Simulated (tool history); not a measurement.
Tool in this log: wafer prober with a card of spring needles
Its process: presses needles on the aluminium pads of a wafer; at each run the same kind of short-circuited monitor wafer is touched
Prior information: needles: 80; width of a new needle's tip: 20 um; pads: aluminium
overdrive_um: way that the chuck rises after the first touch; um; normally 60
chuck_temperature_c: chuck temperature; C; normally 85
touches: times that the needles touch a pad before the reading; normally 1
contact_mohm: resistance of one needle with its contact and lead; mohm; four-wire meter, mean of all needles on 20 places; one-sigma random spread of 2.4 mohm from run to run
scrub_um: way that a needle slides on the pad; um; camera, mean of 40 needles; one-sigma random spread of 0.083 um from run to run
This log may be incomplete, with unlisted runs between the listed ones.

| run | hour | overdrive_um | chuck_temperature_c | touches | contact_mohm | scrub_um |
|---|---|---|---|---|---|---|
| 1 | 0 | 60 | 85 | 1 | 275 | 12.08 |
| 2 | 20.1 | 60 | 85 | 1 | 300 | 11.87 |
| 3 | 41.2 | 60 | 85 | 1 | 275 | 11.6 |
| 4 | 64.4 | 60 | 85 | 1 | 297 | 11.86 |
| 5 | 78.7 | 60 | 85 | 1 | 276 | 11.96 |
| 6 | 100.6 | 60 | 85 | 1 | 309 | 11.8 |
| 7 | 119 | 60 | 85 | 2 | 296 | 11.75 |
| 8 | 134.9 | 43 | 85 | 1 | 352 | 8.31 |
| 9 | 151.5 | 43 | 85 | 1 | 347 | 8.13 |
| 10 | 171.3 | 60 | 85 | 1 | 284 | 11.62 |
| 11 | 183.7 | 60 | 85 | 2 | 298 | 11.65 |
| 12 | 205.8 | 60 | 85 | 2 | 276 | 11.55 |
| 13 | 231.6 | 60 | 85 | 2 | 274 | 11.46 |
| 14 | 254 | 69 | 85 | 1 | 303 | 13.38 |
| 15 | 272 | 65 | 85 | 1 | 306 | 13.38 |
| 16 | 285.4 | 57 | 85 | 1 | 295 | 11.75 |
| 17 | 303.6 | 57 | 53 | 1 | 301 | 11.65 |
| 18 | 326.2 | 57 | 43 | 2 | 271 | 11.65 |
| 19 | 341 | 67 | 55 | 2 | 261 | 13.69 |
| 20 | 353.9 | 54 | 30 | 1 | 295 | 11.02 |
| 21 | 378.9 | 60 | 47 | 1 | 297 | 12.37 |
| 22 | 392 | 57 | 41 | 3 | 266 | 11.56 |
| 23 | 414.3 | 57 | 41 | 3 | 276 | 11.44 |
| 24 | 431.5 | 41 | 124 | 1 | 373 | 8.26 |
| 25 | 451.5 | 44 | 79 | 2 | 287 | 8.85 |

The log once held 55 entries between its listed runs, left out of this copy. Where does each go, and what is different about the tool's unlogged condition between the listed run before it and the listed run after it?
Run 1 -> run 2: tips cleaned on abrasive film (hour 8.1); tips cleaned on abrasive film (hour 16.3)
  debris on the tips, nm: 8.4 -> 44.5; way that the needles fall short of the set height, um: 1.4 -> 2.08; tips' diameter, um: 20.49 -> 20.75
  what was measured, less what the result would be without the hidden state, contact_mohm: +7 -> +33 mohm; scrub_um: -0.29 -> -0.43 um
Run 2 -> run 3: tips cleaned on abrasive film (hour 24.5); tips cleaned on abrasive film (hour 32.8); tips cleaned on abrasive film (hour 41.2)
  debris on the tips, nm: 44.5 -> 7.2; way that the needles fall short of the set height, um: 2.08 -> 2.28; tips' diameter, um: 20.75 -> 20.82
  what was measured, less what the result would be without the hidden state, contact_mohm: +33 -> +7 mohm; scrub_um: -0.43 -> -0.46 um
Run 3 -> run 4: tips cleaned on abrasive film (hour 49.8); tips cleaned on abrasive film, once more (hour 51.6); tips cleaned on abrasive film (hour 60.8)
  debris on the tips, nm: 7.2 -> 35.6; way that the needles fall short of the set height, um: 2.28 -> 2.46; tips' diameter, um: 20.82 -> 20.88
  what was measured, less what the result would be without the hidden state, contact_mohm: +7 -> +28 mohm; scrub_um: -0.46 -> -0.51 um
Run 4 -> run 5: tips cleaned on abrasive film (hour 70.1); tips cleaned on abrasive film (hour 78.7)
  debris on the tips, nm: 35.6 -> 5.7; way that the needles fall short of the set height, um: 2.46 -> 2.57; tips' diameter, um: 20.88 -> 20.92
  what was measured, less what the result would be without the hidden state, contact_mohm: +28 -> +5 mohm; scrub_um: -0.51 -> -0.53 um
Run 5 -> run 6: tips cleaned on abrasive film (hour 86.6); tips cleaned on abrasive film (hour 95.6)
  debris on the tips, nm: 5.7 -> 48.6; way that the needles fall short of the set height, um: 2.57 -> 2.7; tips' diameter, um: 20.92 -> 20.96
  what was measured, less what the result would be without the hidden state, contact_mohm: +5 -> +39 mohm; scrub_um: -0.53 -> -0.56 um
Run 6 -> run 7: tips cleaned on abrasive film (hour 103.7); tips cleaned on abrasive film (hour 112.3)
  debris on the tips, nm: 48.6 -> 56.8; way that the needles fall short of the set height, um: 2.7 -> 2.82; tips' diameter, um: 20.96 -> 21.01
  what was measured, less what the result would be without the hidden state, contact_mohm: +39 -> +27 mohm; scrub_um: -0.56 -> -0.58 um
Run 7 -> run 8: tips cleaned on abrasive film (hour 120.8); tips cleaned on abrasive film (hour 130)
  debris on the tips, nm: 56.8 -> 48.3; way that the needles fall short of the set height, um: 2.82 -> 2.92; tips' diameter, um: 21.01 -> 21.04
  what was measured, less what the result would be without the hidden state, contact_mohm: +27 -> +74 mohm; scrub_um: -0.58 -> -0.61 um
Run 8 -> run 9: tips cleaned on abrasive film (hour 138.2); tips cleaned on abrasive film (hour 146.2)
  way that the needles fall short of the set height, um: 2.92 -> 3.08; tips' diameter, um: 21.04 -> 21.1
  what was measured, less what the result would be without the hidden state, contact_mohm: +74 -> +74 mohm; scrub_um: -0.61 -> -0.64 um
Run 9 -> run 10: tips cleaned on abrasive film (hour 154); tips cleaned on abrasive film (hour 161.9); tips cleaned on abrasive film (hour 170)
  debris on the tips, nm: 48.3 -> 19.9; way that the needles fall short of the set height, um: 3.08 -> 3.29; tips' diameter, um: 21.1 -> 21.17
  what was measured, less what the result would be without the hidden state, contact_mohm: +74 -> +18 mohm; scrub_um: -0.64 -> -0.68 um
Run 10 -> run 11: tips cleaned on abrasive film (hour 178)
  debris on the tips, nm: 19.9 -> 53.4; way that the needles fall short of the set height, um: 3.29 -> 3.34; tips' diameter, um: 21.17 -> 21.19
  what was measured, less what the result would be without the hidden state, contact_mohm: +18 -> +27 mohm; scrub_um: -0.68 -> -0.69 um
Run 11 -> run 12: tips cleaned on abrasive film (hour 187.2); tips cleaned on abrasive film (hour 195.9); tips cleaned on abrasive film (hour 204.4)
  debris on the tips, nm: 53.4 -> 19.9; way that the needles fall short of the set height, um: 3.34 -> 3.52; tips' diameter, um: 21.19 -> 21.25
  what was measured, less what the result would be without the hidden state, contact_mohm: +27 -> +12 mohm; scrub_um: -0.69 -> -0.73 um
Run 12 -> run 13: tips cleaned on abrasive film (hour 213.5); tips cleaned on abrasive film (hour 221.5); tips cleaned on abrasive film (hour 230.2)
  debris on the tips, nm: 19.9 -> 19.3; way that the needles fall short of the set height, um: 3.52 -> 3.72; tips' diameter, um: 21.25 -> 21.32
  what was measured, less what the result would be without the hidden state, contact_mohm: +12 -> +11 mohm; scrub_um: -0.73 -> -0.76 um
Run 13 -> run 14: tips cleaned on abrasive film (hour 239.3); tips cleaned on abrasive film (hour 247)
  debris on the tips, nm: 19.3 -> 59.2; way that the needles fall short of the set height, um: 3.72 -> 3.83; tips' diameter, um: 21.32 -> 21.36
  what was measured, less what the result would be without the hidden state, contact_mohm: +11 -> +38 mohm; scrub_um: -0.76 -> -0.79 um
Run 14 -> run 15: tips cleaned on abrasive film (hour 256); tips cleaned on abrasive film (hour 264.5); height of the first contact set anew (hour 270.2)
  way that the needles fall short of the set height, um: 3.83 -> 0; tips' diameter, um: 21.36 -> 21.4
  what was measured, less what the result would be without the hidden state, contact_mohm: +38 -> +38 mohm; scrub_um: -0.79 -> +0 um
Run 15 -> run 16: tips cleaned on abrasive film (hour 273.3); tips cleaned on abrasive film (hour 281.5)
  debris on the tips, nm: 59.2 -> 35.2; way that the needles fall short of the set height, um: 0 -> 0.16; tips' diameter, um: 21.4 -> 21.46
  what was measured, less what the result would be without the hidden state, contact_mohm: +38 -> +29 mohm; scrub_um: +0 -> -0.03 um
Run 16 -> run 17: tips cleaned on abrasive film (hour 290.5); tips cleaned on abrasive film (hour 298.4)
  debris on the tips, nm: 35.2 -> 49.8; way that the needles fall short of the set height, um: 0.16 -> 0.28; tips' diameter, um: 21.46 -> 21.5
  what was measured, less what the result would be without the hidden state, contact_mohm: +29 -> +43 mohm; scrub_um: -0.03 -> -0.06 um
Run 17 -> run 18: tips cleaned on abrasive film (hour 307.5); tips cleaned on abrasive film (hour 315.9); tips cleaned on abrasive film (hour 324.1)
  debris on the tips, nm: 49.8 -> 25; way that the needles fall short of the set height, um: 0.28 -> 0.46; tips' diameter, um: 21.5 -> 21.56
  what was measured, less what the result would be without the hidden state, contact_mohm: +43 -> +15 mohm; scrub_um: -0.06 -> -0.09 um
Run 18 -> run 19: tips cleaned on abrasive film (hour 333.2); tips cleaned on abrasive film (hour 341)
  debris on the tips, nm: 25 -> 3.2; way that the needles fall short of the set height, um: 0.46 -> 0.59; tips' diameter, um: 21.56 -> 21.61
  what was measured, less what the result would be without the hidden state, contact_mohm: +15 -> +3 mohm; scrub_um: -0.09 -> -0.12 um
Run 19 -> run 20: tips cleaned on abrasive film (hour 349.6)
  debris on the tips, nm: 3.2 -> 40.8; way that the needles fall short of the set height, um: 0.59 -> 0.66; tips' diameter, um: 21.61 -> 21.63
  what was measured, less what the result would be without the hidden state, contact_mohm: +3 -> +42 mohm; scrub_um: -0.12 -> -0.14 um
Run 20 -> run 21: tips cleaned on abrasive film (hour 358.2); tips cleaned on abrasive film (hour 366.1); tips cleaned on abrasive film (hour 374.2)
  debris on the tips, nm: 40.8 -> 49.3; way that the needles fall short of the set height, um: 0.66 -> 0.85; tips' diameter, um: 21.63 -> 21.7
  what was measured, less what the result would be without the hidden state, contact_mohm: +42 -> +41 mohm; scrub_um: -0.14 -> -0.18 um
Run 21 -> run 22: tips cleaned on abrasive film (hour 382); tips cleaned on abrasive film (hour 390.2)
  debris on the tips, nm: 49.3 -> 22; way that the needles fall short of the set height, um: 0.85 -> 0.97; tips' diameter, um: 21.7 -> 21.74
  what was measured, less what the result would be without the hidden state, contact_mohm: +41 -> +9 mohm; scrub_um: -0.18 -> -0.21 um
Run 22 -> run 23: tips cleaned on abrasive film (hour 398.9); tips cleaned on abrasive film (hour 407.5)
  debris on the tips, nm: 22 -> 56.4; way that the needles fall short of the set height, um: 0.97 -> 1.11; tips' diameter, um: 21.74 -> 21.79
  what was measured, less what the result would be without the hidden state, contact_mohm: +9 -> +20 mohm; scrub_um: -0.21 -> -0.23 um
Run 23 -> run 24: tips cleaned on abrasive film (hour 416); tips cleaned on abrasive film (hour 425.1)
  debris on the tips, nm: 56.4 -> 53.9; way that the needles fall short of the set height, um: 1.11 -> 1.24; tips' diameter, um: 21.79 -> 21.84
  what was measured, less what the result would be without the hidden state, contact_mohm: +20 -> +84 mohm; scrub_um: -0.23 -> -0.26 um
Run 24 -> run 25: tips cleaned on abrasive film (hour 433.5); tips cleaned on abrasive film (hour 442.5); tips cleaned on abrasive film (hour 450.4)
  debris on the tips, nm: 53.9 -> 17.4; way that the needles fall short of the set height, um: 1.24 -> 1.44; tips' diameter, um: 21.84 -> 21.91
  what was measured, less what the result would be without the hidden state, contact_mohm: +84 -> +17 mohm; scrub_um: -0.26 -> -0.3 um
